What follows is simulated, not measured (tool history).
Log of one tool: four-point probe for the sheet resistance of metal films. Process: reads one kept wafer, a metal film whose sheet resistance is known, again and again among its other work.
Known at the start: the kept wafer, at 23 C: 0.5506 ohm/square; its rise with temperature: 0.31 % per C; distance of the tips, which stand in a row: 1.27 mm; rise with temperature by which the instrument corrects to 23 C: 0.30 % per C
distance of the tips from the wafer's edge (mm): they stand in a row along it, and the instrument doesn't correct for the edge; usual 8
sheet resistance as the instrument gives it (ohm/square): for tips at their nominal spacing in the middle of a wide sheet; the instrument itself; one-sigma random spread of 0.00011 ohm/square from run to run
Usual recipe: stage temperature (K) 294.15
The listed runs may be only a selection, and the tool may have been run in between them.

run,hour,stage temperature (K),distance of the tips from the wafer's edge (mm),sheet resistance as the instrument gives it (ohm/square)
1,0,294.15,8,0.556772
2,50.1,294.15,51,0.549664
3,102.8,294.15,51,0.549756
4,198.8,294.15,31,0.550321
5,298.5,294.15,31,0.550791
6,346.3,294.15,8,0.55742
7,424.2,300.15,8,0.557848
8,526.3,300.15,8,0.5583
9,625.5,296.15,8,0.558326
10,688.9,294.15,8,0.558452
11,752.9,294.15,8,0.558512
12,801.9,294.15,8,0.55865
13,888.3,294.15,8,0.558802
14,960.9,296.15,8,0.558971
15,1018.6,294.15,8,0.559067
16,1119.1,292.15,8,0.559356
17,1177.3,292.15,8,0.559442
18,1262.3,292.15,8,0.559556
# hour 1271.4: stage's thermometer calibrated
19,1310.8,294.15,8,0.560288
20,1383.7,294.15,8,0.560359
21,1425.3,294.15,8,0.560632
22,1524,292.15,8,0.560621
23,1565.8,298.15,20,0.554636
24,1616.7,305.15,32,0.554163
25,1697,305.15,32,0.554288
26,1772.1,302.15,16,0.555736
# hour 1845.3: stage's thermometer calibrated, once more
27,1845.3,296.15,43,0.55313
28,1892.9,295.15,4,0.581284
29,1991.5,295.15,4,0.581621
30,2085.8,295.15,4,0.581756
31,2129.6,301.15,4,0.582052
32,2232,299.15,41,0.55418
33,2319.9,294.15,6,0.567081
34,2404.5,294.15,6,0.5672
35,2461,297.15,6,0.56745
36,2533.4,297.15,6,0.567517
37,2583.5,308.15,18,0.556448
38,2684.1,308.15,18,0.556523
39,2748.5,294.15,17,0.556479

Run 40, settings as shown, results not yet in. Your forecast:
40,2796.6,294.15,43,?

sheet resistance as the instrument gives it (ohm/square): 0.555389
Take away the tool's hidden state, keep the run-to-run variation as it was, and the same run would have given sheet resistance as the instrument gives it (ohm/square) 0.550914.
